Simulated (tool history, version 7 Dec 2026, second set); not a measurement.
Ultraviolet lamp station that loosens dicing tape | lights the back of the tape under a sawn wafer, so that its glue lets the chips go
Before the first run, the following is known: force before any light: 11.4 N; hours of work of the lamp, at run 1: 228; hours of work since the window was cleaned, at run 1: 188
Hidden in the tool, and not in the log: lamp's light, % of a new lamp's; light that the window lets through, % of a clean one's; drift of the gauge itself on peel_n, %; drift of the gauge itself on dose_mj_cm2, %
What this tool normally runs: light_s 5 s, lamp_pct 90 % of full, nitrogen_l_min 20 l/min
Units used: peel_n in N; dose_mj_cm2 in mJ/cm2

run  hour  light_s  lamp_pct  nitrogen_l_min  hours of work of the lamp  hours of work since the window was cleaned  peel_n  dose_mj_cm2
  1     0        5        90              20                        228                                         188   0.495          357
  2  10.9        5        90              20                        236                                         196   0.486          355
  3  19.5        5        90              20                        243                                         202   0.492          355
  4  26.6        5        90              20                        248                                         208   0.491          354
  5  38.1        5        90              13                        257                                         216   0.735          352
  6  47.4        5        90              13                        264                                         223   0.776          349
  7  60.1        2        90              18                        273                                         233   3.188          139
  8  71.5        2        90              18                        282                                         242    3.24          142
  9  76.6        2        90              19                        286                                         245   3.146          138
 10  87.3        5        74              20                        294                                         254   0.858          284

What if the next run were any one of these 4? Each begins from the tool's condition after run 10:
  A  93.7        5        96              20                        299                                         258       ?            ?
  B  93.7        5        90              12                        299                                         258       ?            ?
  C  93.7        8        95              10                        299                                         258       ?            ?
  D  93.7        4        72              15                        299                                         258       ?            ?

run  peel_n  dose_mj_cm2
  A    0.45          369
  B   0.855          340
  C    0.27          578
  D   1.748          220
The same runs, with their run-to-run variation unchanged, on a tool lacking any hidden condition would have given:
run  peel_n  dose_mj_cm2
  A   0.318          424
  B   0.607          392
  C     0.2          666
  D   1.337          254

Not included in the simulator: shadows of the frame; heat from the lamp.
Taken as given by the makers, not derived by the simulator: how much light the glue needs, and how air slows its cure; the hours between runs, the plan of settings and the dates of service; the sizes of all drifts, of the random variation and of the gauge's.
